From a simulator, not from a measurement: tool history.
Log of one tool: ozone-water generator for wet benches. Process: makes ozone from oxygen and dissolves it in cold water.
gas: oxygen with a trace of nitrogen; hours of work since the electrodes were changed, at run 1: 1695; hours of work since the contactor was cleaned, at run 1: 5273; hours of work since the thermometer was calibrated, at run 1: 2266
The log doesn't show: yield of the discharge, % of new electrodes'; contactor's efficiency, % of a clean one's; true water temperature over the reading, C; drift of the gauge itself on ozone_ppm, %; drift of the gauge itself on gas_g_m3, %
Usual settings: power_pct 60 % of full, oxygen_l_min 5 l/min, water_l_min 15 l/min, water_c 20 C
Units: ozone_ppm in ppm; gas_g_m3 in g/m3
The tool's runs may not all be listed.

run    hour  power_pct  oxygen_l_min  water_l_min  water_c  hours of work since the electrodes were changed  hours of work since the contactor was cleaned  hours of work since the thermometer was calibrated  ozone_ppm  gas_g_m3
  1       0         60             5           15       20                                             1695                                           5273                                                2266       17.5       188
  2    58.6         60             5           12       20                                             1736                                           5314                                                2306       20.7     185.2
  3   120.3         60             5           15       23                                             1779                                           5357                                                2349       16.6     184.4
  4   175.5         60             5           15       23                                             1817                                           5396                                                2388       16.7     186.9
  5   236.7         60          4.57           15       20                                             1860                                           5438                                                2431       17.5     195.8
  6   284.6         60          4.57           15       20                                             1893                                           5472                                                2464       17.2     196.7
  7   350.8         60          4.57           15       20                                             1939                                           5518                                                2510       17.4     194.7
  8   404.4         60          4.57           15       20                                             1977                                           5555                                                2548       17.4     193.2
  9   482.2         60          4.57           15       20                                             2031                                           5610                                                2602       17.6       193
 10   566.7         52             5           15       20                                             2090                                           5669                                                2661       15.3     163.3
 11   639.2         52             5           15       20                                             2141                                           5719                                                2711       15.2     162.3
 12   722.4         52          3.46           15       20                                             2199                                           5777                                                2769       15.5     197.2
 13   770.7         52          3.46           15       20                                             2232                                           5811                                                2803       15.4       197
 14   861.1         60          5.95           15       20                                             2295                                           5874                                                2866         17     167.7
 15   912.3         60          5.95           15       20                                             2331                                           5909                                                2902       16.9     166.1
 16  1009.4         51             5           15       20                                             2399                                           5977                                                2969       14.9     156.7
 17  1106.8         51             5           15       20                                             2467                                           6045                                                3037         15     158.3
 18  1161.7         90             5           15       16                                             2505                                           6083                                                3076       26.8     265.1
 19  1208.9         94          8.07           13       23                                             2538                                           6116                                                3109       25.6     211.3
 20  1258.7         58          2.56           15       20                                             2573                                           6151                                                3143       16.8     256.3
 21  1339.1         58          2.56           15       20                                             2629                                           6207                                                3199       16.6       257
 22  1425.4         58          2.56           15       20                                             2689                                           6267                                                3259       16.7       256
 23  1477.8         64           2.7           15       20                                             2725                                           6304                                                3296       18.3     272.2
 24  1569.3         60             5           20       18                                             2789                                           6368                                                3360       14.3     182.3
 25  1625.8         97          8.49           20       15                                             2828                                           6407                                                3399       22.3     213.7
 26  1685.3         46          8.49           14       15                                             2870                                           6448                                                3441       14.7     106.6
 27  1765.9         46          8.49           14       15                                             2926                                           6505                                                3497       14.9     106.7
 28    1841         46          8.49           14       15                                             2979                                           6557                                                3549       14.6       105
 29  1881.6         90          8.33           22       20                                             3007                                           6585                                                3578       17.5     196.7
 30  1924.3         90          8.33           22       20                                             3037                                           6615                                                3607       17.5     199.4
 31  1979.2         90          8.33           22       20                                             3075                                           6653                                                3646       17.7     199.8
 32  2065.3         90          8.33           22       20                                             3135                                           6713                                                3706       17.4     197.2
 33  2157.4         74          3.95           11       20                                             3199                                           6778                                                3770       27.4     249.3

Forecast each of these 3 alternatives for the next run:
  A  2238.2         60          7.37           15       20                                             3255                                           6834                                                3826          ?         ?
  B  2238.2         74          5.88           11       20                                             3255                                           6834                                                3826          ?         ?
  C  2238.2         60          5.67           17       21                                             3255                                           6834                                                3826          ?         ?

run  ozone_ppm  gas_g_m3
  A       16.6     146.5
  B       25.9     201.2
  C       15.4       168
Without the tool's hidden state the same runs would have given:
run  ozone_ppm  gas_g_m3
  A       16.6     150.2
  B       25.9     206.3
  C       15.4     172.2
